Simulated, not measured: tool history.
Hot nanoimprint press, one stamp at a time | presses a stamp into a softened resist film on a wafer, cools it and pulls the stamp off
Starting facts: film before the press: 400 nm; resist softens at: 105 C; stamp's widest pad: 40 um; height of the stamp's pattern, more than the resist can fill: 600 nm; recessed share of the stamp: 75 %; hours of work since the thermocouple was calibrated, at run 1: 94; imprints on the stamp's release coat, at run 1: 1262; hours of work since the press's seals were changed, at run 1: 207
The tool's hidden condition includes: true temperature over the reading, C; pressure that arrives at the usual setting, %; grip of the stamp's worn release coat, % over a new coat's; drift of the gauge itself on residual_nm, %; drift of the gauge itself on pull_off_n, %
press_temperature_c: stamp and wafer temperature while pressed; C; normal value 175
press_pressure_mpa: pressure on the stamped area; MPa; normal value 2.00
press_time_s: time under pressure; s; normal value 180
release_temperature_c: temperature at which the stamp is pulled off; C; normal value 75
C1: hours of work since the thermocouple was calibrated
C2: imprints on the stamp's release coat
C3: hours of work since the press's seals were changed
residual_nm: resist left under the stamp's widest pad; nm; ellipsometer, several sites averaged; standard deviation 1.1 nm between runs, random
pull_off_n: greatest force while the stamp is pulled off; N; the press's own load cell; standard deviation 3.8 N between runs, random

run 1 hour=0.0 | press_temperature_c=175 press_pressure_mpa=2.00 press_time_s=180 release_temperature_c=75 | C1=94 C2=1262 C3=207 | residual_nm=196.6 pull_off_n=215
run 2 hour=28.2 | press_temperature_c=175 press_pressure_mpa=2.00 press_time_s=180 release_temperature_c=75 | C1=113 C2=1376 C3=226 | residual_nm=201.0 pull_off_n=216
run 3 hour=66.3 | press_temperature_c=175 press_pressure_mpa=1.52 press_time_s=180 release_temperature_c=75 | C1=138 C2=1531 C3=252 | residual_nm=220.4 pull_off_n=217
run 4 hour=107.9 | press_temperature_c=175 press_pressure_mpa=1.52 press_time_s=180 release_temperature_c=75 | C1=166 C2=1701 C3=279 | residual_nm=225.1 pull_off_n=222
-- hour=122.9 stamp cleaned and given a new release coat
run 5 hour=148.6 | press_temperature_c=175 press_pressure_mpa=1.52 press_time_s=180 release_temperature_c=75 | C1=189 C2=104 C3=303 | residual_nm=221.5 pull_off_n=190
run 6 hour=203.7 | press_temperature_c=175 press_pressure_mpa=1.52 press_time_s=180 release_temperature_c=75 | C1=226 C2=329 C3=339 | residual_nm=225.0 pull_off_n=191
run 7 hour=234.6 | press_temperature_c=175 press_pressure_mpa=1.52 press_time_s=180 release_temperature_c=75 | C1=247 C2=454 C3=360 | residual_nm=224.1 pull_off_n=195
run 8 hour=259.2 | press_temperature_c=175 press_pressure_mpa=2.00 press_time_s=180 release_temperature_c=75 | C1=263 C2=554 C3=376 | residual_nm=203.0 pull_off_n=202
run 9 hour=293.2 | press_temperature_c=175 press_pressure_mpa=2.00 press_time_s=180 release_temperature_c=75 | C1=286 C2=693 C3=399 | residual_nm=202.1 pull_off_n=196
run 10 hour=318.3 | press_temperature_c=173 press_pressure_mpa=2.00 press_time_s=180 release_temperature_c=75 | C1=303 C2=794 C3=416 | residual_nm=225.8 pull_off_n=202
run 11 hour=346.4 | press_temperature_c=173 press_pressure_mpa=1.31 press_time_s=180 release_temperature_c=75 | C1=321 C2=909 C3=435 | residual_nm=258.3 pull_off_n=212
-- hour=371.2 plate thermocouple calibrated
run 12 hour=379.0 | press_temperature_c=173 press_pressure_mpa=1.31 press_time_s=180 release_temperature_c=75 | C1=5 C2=1029 C3=454 | residual_nm=250.1 pull_off_n=208
run 13 hour=423.2 | press_temperature_c=173 press_pressure_mpa=1.31 press_time_s=180 release_temperature_c=75 | C1=35 C2=1209 C3=484 | residual_nm=251.4 pull_off_n=213
run 14 hour=468.3 | press_temperature_c=173 press_pressure_mpa=1.31 press_time_s=180 release_temperature_c=75 | C1=65 C2=1392 C3=514 | residual_nm=251.3 pull_off_n=217
run 15 hour=497.4 | press_temperature_c=165 press_pressure_mpa=2.00 press_time_s=180 release_temperature_c=75 | C1=84 C2=1511 C3=533 | residual_nm=301.2 pull_off_n=210
run 16 hour=528.9 | press_temperature_c=184 press_pressure_mpa=2.94 press_time_s=150 release_temperature_c=65 | C1=105 C2=1639 C3=555 | residual_nm=112.0 pull_off_n=240
-- hour=559.2 stamp cleaned and given a new release coat
-- hour=567.2 press's hydraulic seals changed and the load cell set to zero
run 17 hour=585.2 | press_temperature_c=184 press_pressure_mpa=2.94 press_time_s=150 release_temperature_c=65 | C1=134 C2=74 C3=12 | residual_nm=108.0 pull_off_n=204
run 18 hour=625.5 | press_temperature_c=184 press_pressure_mpa=3.01 press_time_s=357 release_temperature_c=82 | C1=160 C2=237 C3=39 | residual_nm=71.7 pull_off_n=182
run 19 hour=654.2 | press_temperature_c=184 press_pressure_mpa=1.23 press_time_s=357 release_temperature_c=82 | C1=180 C2=354 C3=58 | residual_nm=113.5 pull_off_n=182
run 20 hour=683.2 | press_temperature_c=165 press_pressure_mpa=1.32 press_time_s=100 release_temperature_c=79 | C1=199 C2=472 C3=77 | residual_nm=355.5 pull_off_n=183
run 21 hour=729.5 | press_temperature_c=175 press_pressure_mpa=1.76 press_time_s=189 release_temperature_c=64 | C1=230 C2=660 C3=108 | residual_nm=203.4 pull_off_n=218
run 22 hour=765.4 | press_temperature_c=175 press_pressure_mpa=1.76 press_time_s=189 release_temperature_c=64 | C1=254 C2=806 C3=132 | residual_nm=205.7 pull_off_n=229

Forecast run 23:
run 23 hour=804.5 | press_temperature_c=175 press_pressure_mpa=2.00 press_time_s=92 release_temperature_c=66 | C1=280 C2=965 C3=158 | residual_nm=? pull_off_n=?

residual_nm: 249.9 nm
pull_off_n: 225 N
Were there no unlogged condition in the tool, this run, its random variation unchanged, would have produced residual_nm 245.0 nm, pull_off_n 201 N.
